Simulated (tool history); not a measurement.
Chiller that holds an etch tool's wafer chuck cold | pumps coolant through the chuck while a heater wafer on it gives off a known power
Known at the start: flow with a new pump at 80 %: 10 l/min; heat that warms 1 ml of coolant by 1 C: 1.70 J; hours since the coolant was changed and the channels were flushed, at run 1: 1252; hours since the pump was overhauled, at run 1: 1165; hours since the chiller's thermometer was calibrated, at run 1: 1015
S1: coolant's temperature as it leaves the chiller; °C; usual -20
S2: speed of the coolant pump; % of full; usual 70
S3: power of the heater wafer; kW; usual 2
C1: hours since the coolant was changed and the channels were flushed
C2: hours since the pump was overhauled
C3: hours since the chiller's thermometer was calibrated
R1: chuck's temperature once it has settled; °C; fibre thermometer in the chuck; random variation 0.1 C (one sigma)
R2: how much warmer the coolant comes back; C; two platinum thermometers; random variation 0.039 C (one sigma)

Run 1, hour 0: usual settings; C1 1252; C2 1165; C3 1015. Result: R1 -4.6 °C, R2 8.12 C.
Run 2, hour 45.6: usual settings but S3 2.874 kW; C1 1298; C2 1210; C3 1060. Result: R1 2.3 °C, R2 11.72 C.
Run 3, hour 106.6: usual settings but S3 1.388 kW; C1 1359; C2 1271; C3 1121. Result: R1 -9.2 °C, R2 5.61 C.
Run 4, hour 157.7: usual settings but S3 1.388 kW; C1 1410; C2 1322; C3 1173. Result: R1 -9.4 °C, R2 5.73 C.
Run 5, hour 192.6: usual settings; C1 1445; C2 1357; C3 1207. Result: R1 -4.3 °C, R2 8.15 C.
Run 6, hour 238.2: usual settings but S2 72 % of full; C1 1490; C2 1403; C3 1253. Result: R1 -4.8 °C, R2 7.89 C.
Run 7, hour 301.5: usual settings but S2 72 % of full; C1 1554; C2 1466; C3 1316. Result: R1 -4.6 °C, R2 7.96 C.
Run 8, hour 352.6: usual settings but S1 -23 °C, S2 66 % of full; C1 1605; C2 1517; C3 1367. Result: R1 -7.1 °C, R2 8.71 C.
Run 9, hour 392.1: usual settings but S1 -24 °C, S2 87 % of full; C1 1644; C2 1557; C3 1407. Result: R1 -10.5 °C, R2 6.58 C.
Run 10, hour 441.1: usual settings but S1 -24 °C, S2 87 % of full; C1 1693; C2 1606; C3 1456. Result: R1 -10.4 °C, R2 6.57 C.
Run 11, hour 499.3: usual settings but S1 -23 °C, S2 100 % of full, S3 1.322 kW; C1 1751; C2 1664; C3 1514. Result: R1 -14.8 °C, R2 3.84 C.
Run 12, hour 552.6: usual settings but S1 -17 °C, S2 82 % of full, S3 2.336 kW; C1 1805; C2 1717; C3 1567. Result: R1 -0.5 °C, R2 8.12 C.
Run 13, hour 592.7: usual settings but S1 -14 °C, S2 82 % of full, S3 2.336 kW; C1 1845; C2 1757; C3 1607. Result: R1 2.7 °C, R2 8.19 C.
Run 14, hour 654.9: usual settings but S1 -24 °C, S3 2.463 kW; C1 1907; C2 1820; C3 1670. Result: R1 -4.7 °C, R2 9.95 C.

Forecast each of these 4 alternatives for the next run:
Run A, hour 685.1: usual settings but S1 -21 °C, S2 87 % of full, S3 1.858 kW; C1 1937; C2 1850; C3 1700. Result: R1 ?, R2 ?.
Run B, hour 685.1: usual settings but S1 -24 °C, S2 61 % of full, S3 2.463 kW; C1 1937; C2 1850; C3 1700. Result: R1 ?, R2 ?.
Run C, hour 685.1: usual settings but S1 -24 °C, S2 73 % of full, S3 2.463 kW; C1 1937; C2 1850; C3 1700. Result: R1 ?, R2 ?.
Run D, hour 685.1: usual settings but S2 95 % of full, S3 1.926 kW; C1 1937; C2 1850; C3 1700. Result: R1 ?, R2 ?.

run    R1     R2
  A  -8.3   6.16
  B  -2.8  11.66
  C  -5.2   9.72
  D  -7.5   5.82
Without the tool's hidden state the same runs would have given:
run    R1     R2
  A  -8.6   6.05
  B  -3.5  11.45
  C  -5.8   9.55
  D  -7.9   5.72
